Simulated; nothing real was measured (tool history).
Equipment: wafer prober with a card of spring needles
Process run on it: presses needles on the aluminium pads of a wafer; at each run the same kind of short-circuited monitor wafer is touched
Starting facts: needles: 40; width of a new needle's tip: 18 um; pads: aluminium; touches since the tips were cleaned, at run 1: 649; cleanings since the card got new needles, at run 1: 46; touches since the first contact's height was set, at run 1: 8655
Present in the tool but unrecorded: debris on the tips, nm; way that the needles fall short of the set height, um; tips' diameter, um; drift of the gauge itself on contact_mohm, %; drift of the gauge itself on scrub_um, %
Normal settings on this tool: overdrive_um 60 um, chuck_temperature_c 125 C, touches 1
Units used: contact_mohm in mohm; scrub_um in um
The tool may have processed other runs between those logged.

| run | hour | overdrive_um | chuck_temperature_c | touches | touches since the tips were cleaned | cleanings since the card got new needles | touches since the first contact's height was set | contact_mohm | scrub_um |
|---|---|---|---|---|---|---|---|---|---|
| 1 | 0 | 60 | 125 | 1 | 649 | 46 | 8655 | 308 | 8.45 |
|  | 24.1 | tips cleaned on abrasive film |
| 2 | 26.2 | 60 | 125 | 1 | 419 | 47 | 14013 | 306 | 8.45 |
|  | 53.5 | tips cleaned on abrasive film |
| 3 | 57.6 | 60 | 125 | 1 | 835 | 48 | 20449 | 326 | 8.42 |
| 4 | 77.4 | 60 | 125 | 1 | 4910 | 48 | 24524 | 458 | 8.45 |
|  | 81.1 | tips cleaned on abrasive film |
|  | 109.4 | tips cleaned on abrasive film |
| 5 | 117.4 | 43 | 125 | 1 | 1630 | 50 | 32683 | 481 | 5.98 |
|  | 137 | tips cleaned on abrasive film |
| 6 | 141.6 | 43 | 125 | 1 | 946 | 51 | 37636 | 423 | 6 |
|  | 163.5 | tips cleaned on abrasive film |
| 7 | 173.1 | 60 | 125 | 1 | 1985 | 52 | 44100 | 385 | 8.38 |
|  | 191.5 | tips cleaned on abrasive film |
| 8 | 194.2 | 60 | 125 | 1 | 557 | 53 | 48407 | 319 | 8.37 |
|  | 217.7 | tips cleaned on abrasive film |
| 9 | 231.3 | 60 | 125 | 2 | 2796 | 54 | 56010 | 354 | 8.4 |
|  | 245.7 | tips cleaned on abrasive film |
| 10 | 257 | 60 | 125 | 2 | 2335 | 55 | 61273 | 341 | 8.35 |
|  | 273.5 | tips cleaned on abrasive film |
| 11 | 273.5 | 60 | 125 | 2 | 0 | 56 | 64642 | 262 | 8.31 |
| 12 | 295.7 | 60 | 125 | 2 | 4565 | 56 | 69207 | 375 | 8.35 |
|  | 302.7 | tips cleaned on abrasive film |
|  | 329.1 | tips cleaned on abrasive film |
| 13 | 329.9 | 65 | 125 | 1 | 166 | 58 | 76184 | 282 | 9.03 |
|  | 357.5 | tips cleaned on abrasive film |
| 14 | 369.3 | 60 | 125 | 2 | 2435 | 59 | 84263 | 346 | 8.3 |
|  | 386.2 | tips cleaned on abrasive film |
|  | 386.5 | height of the first contact set anew |
| 15 | 400.9 | 60 | 42 | 1 | 2955 | 60 | 2955 | 439 | 8.48 |
|  | 414.7 | tips cleaned on abrasive film |
| 16 | 421.5 | 60 | 42 | 1 | 1392 | 61 | 7160 | 359 | 8.48 |
|  | 441.7 | tips cleaned on abrasive film |
| 17 | 454.2 | 60 | 42 | 1 | 2555 | 62 | 13856 | 418 | 8.46 |
|  | 468.8 | tips cleaned on abrasive film |
| 18 | 470.5 | 41 | 125 | 1 | 363 | 63 | 17198 | 356 | 5.73 |
| 19 | 488.4 | 41 | 125 | 1 | 4035 | 63 | 20870 | 669 | 5.75 |
|  | 496.6 | tips cleaned on abrasive film |
| 20 | 511.3 | 41 | 125 | 1 | 3013 | 64 | 25546 | 612 | 5.73 |
|  | 524.3 | tips cleaned on abrasive film |
| 21 | 530.1 | 41 | 28 | 1 | 1192 | 65 | 29390 | 484 | 5.75 |
|  | 552.7 | tips cleaned on abrasive film |
| 22 | 553.2 | 60 | 125 | 1 | 101 | 66 | 34123 | 287 | 8.41 |
|  | 580.2 | tips cleaned on abrasive film |
| 23 | 592 | 71 | 42 | 1 | 2433 | 67 | 42078 | 359 | 9.91 |
|  | 607.2 | tips cleaned on abrasive film |
| 24 | 615.3 | 57 | 59 | 2 | 1653 | 68 | 46831 | 328 | 7.95 |
|  | 635.9 | tips cleaned on abrasive film |
| 25 | 647.5 | 47 | 28 | 2 | 2373 | 69 | 53421 | 418 | 6.54 |
|  | 663.8 | tips cleaned on abrasive film |
| 26 | 674.4 | 62 | 70 | 2 | 2190 | 70 | 58944 | 331 | 8.65 |
|  | 689.9 | tips cleaned on abrasive film |
| 27 | 709.8 | 62 | 70 | 2 | 4093 | 71 | 66195 | 365 | 8.63 |
|  | 716.7 | tips cleaned on abrasive film |
| 28 | 726.6 | 62 | 70 | 2 | 2038 | 72 | 69620 | 336 | 8.59 |
|  | 745 | tips cleaned on abrasive film |
| 29 | 752.9 | 62 | 70 | 2 | 1624 | 73 | 75008 | 317 | 8.59 |
|  | 773.6 | tips cleaned on abrasive film |
| 30 | 781.4 | 77 | 78 | 1 | 1617 | 74 | 80839 | 331 | 10.69 |
|  | 800.8 | tips cleaned on abrasive film |
|  | 817.8 | height of the first contact set anew |
| 31 | 818.7 | 41 | 65 | 2 | 3620 | 75 | 184 | 505 | 5.78 |
|  | 827.7 | tips cleaned on abrasive film |
| 32 | 844.8 | 50 | 118 | 2 | 3512 | 76 | 5533 | 424 | 7.06 |
|  | 854.6 | tips cleaned on abrasive film |
| 33 | 863.4 | 71 | 118 | 3 | 1806 | 77 | 9338 | 280 | 10 |
|  | 881 | tips cleaned on abrasive film |
| 34 | 889.7 | 66 | 29 | 1 | 1788 | 78 | 14714 | 367 | 9.33 |

Each row is a separate what-if for the run after 34, all from the same tool condition, not one after another. Results?
|  | 907.6 | tips cleaned on abrasive film |
| A | 918.2 | 55 | 87 | 1 | 2172 | 79 | 20540 | ? | ? |
|  | 907.6 | tips cleaned on abrasive film |
| B | 918.2 | 66 | 106 | 2 | 2172 | 79 | 20540 | ? | ? |
|  | 907.6 | tips cleaned on abrasive film |
| C | 918.2 | 60 | 125 | 2 | 2172 | 79 | 20540 | ? | ? |

| run | contact_mohm | scrub_um |
|---|---|---|
| A | 438 | 7.73 |
| B | 327 | 9.28 |
| C | 350 | 8.4 |
Had the tool no hidden state, the same runs would have come out as:
| run | contact_mohm | scrub_um |
|---|---|---|
| A | 244 | 7.78 |
| B | 246 | 9.33 |
| C | 255 | 8.45 |
